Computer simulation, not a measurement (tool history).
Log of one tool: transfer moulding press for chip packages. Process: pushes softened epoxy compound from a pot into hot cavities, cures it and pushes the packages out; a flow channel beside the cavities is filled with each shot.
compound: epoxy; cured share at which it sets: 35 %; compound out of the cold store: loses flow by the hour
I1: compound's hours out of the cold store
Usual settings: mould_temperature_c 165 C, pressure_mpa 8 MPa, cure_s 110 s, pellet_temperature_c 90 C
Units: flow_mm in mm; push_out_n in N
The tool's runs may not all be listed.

run 1 hour=0.0 | mould_temperature_c=165 pressure_mpa=8 cure_s=110 pellet_temperature_c=90 | I1=42.2 | flow_mm=889 push_out_n=598
run 2 hour=13.2 | mould_temperature_c=165 pressure_mpa=8 cure_s=110 pellet_temperature_c=90 | I1=19.2 | flow_mm=988 push_out_n=669
run 3 hour=28.3 | mould_temperature_c=165 pressure_mpa=8 cure_s=110 pellet_temperature_c=90 | I1=43.1 | flow_mm=884 push_out_n=725
run 4 hour=45.5 | mould_temperature_c=165 pressure_mpa=8 cure_s=110 pellet_temperature_c=90 | I1=17.5 | flow_mm=978 push_out_n=776
run 5 hour=70.2 | mould_temperature_c=165 pressure_mpa=8 cure_s=110 pellet_temperature_c=90 | I1=9.9 | flow_mm=996 push_out_n=820
run 6 hour=97.3 | mould_temperature_c=165 pressure_mpa=8 cure_s=110 pellet_temperature_c=99 | I1=19.5 | flow_mm=973 push_out_n=865
-- hour=100.5 cavities cleaned with cleaning compound and waxed
run 7 hour=128.1 | mould_temperature_c=165 pressure_mpa=8 cure_s=110 pellet_temperature_c=92 | I1=35.9 | flow_mm=896 push_out_n=606
run 8 hour=156.7 | mould_temperature_c=165 pressure_mpa=8 cure_s=110 pellet_temperature_c=92 | I1=37.3 | flow_mm=889 push_out_n=707
run 9 hour=171.0 | mould_temperature_c=165 pressure_mpa=8 cure_s=110 pellet_temperature_c=92 | I1=10.6 | flow_mm=998 push_out_n=741
-- hour=183.8 mould's thermocouples calibrated
run 10 hour=191.3 | mould_temperature_c=165 pressure_mpa=8 cure_s=110 pellet_temperature_c=92 | I1=21.1 | flow_mm=939 push_out_n=846
run 11 hour=211.9 | mould_temperature_c=165 pressure_mpa=8 cure_s=110 pellet_temperature_c=92 | I1=25.5 | flow_mm=921 push_out_n=834
-- hour=224.5 cavities cleaned with cleaning compound and waxed
run 12 hour=233.4 | mould_temperature_c=164 pressure_mpa=8 cure_s=100 pellet_temperature_c=95 | I1=15.4 | flow_mm=961 push_out_n=598

Forecast run 13:
run 13 hour=246.4 | mould_temperature_c=165 pressure_mpa=8 cure_s=92 pellet_temperature_c=90 | I1=22.2 | flow_mm=? push_out_n=?

flow_mm: 924 mm
push_out_n: 753 N
Without the tool's hidden state the same run would have given flow_mm 988 mm, push_out_n 531 N.
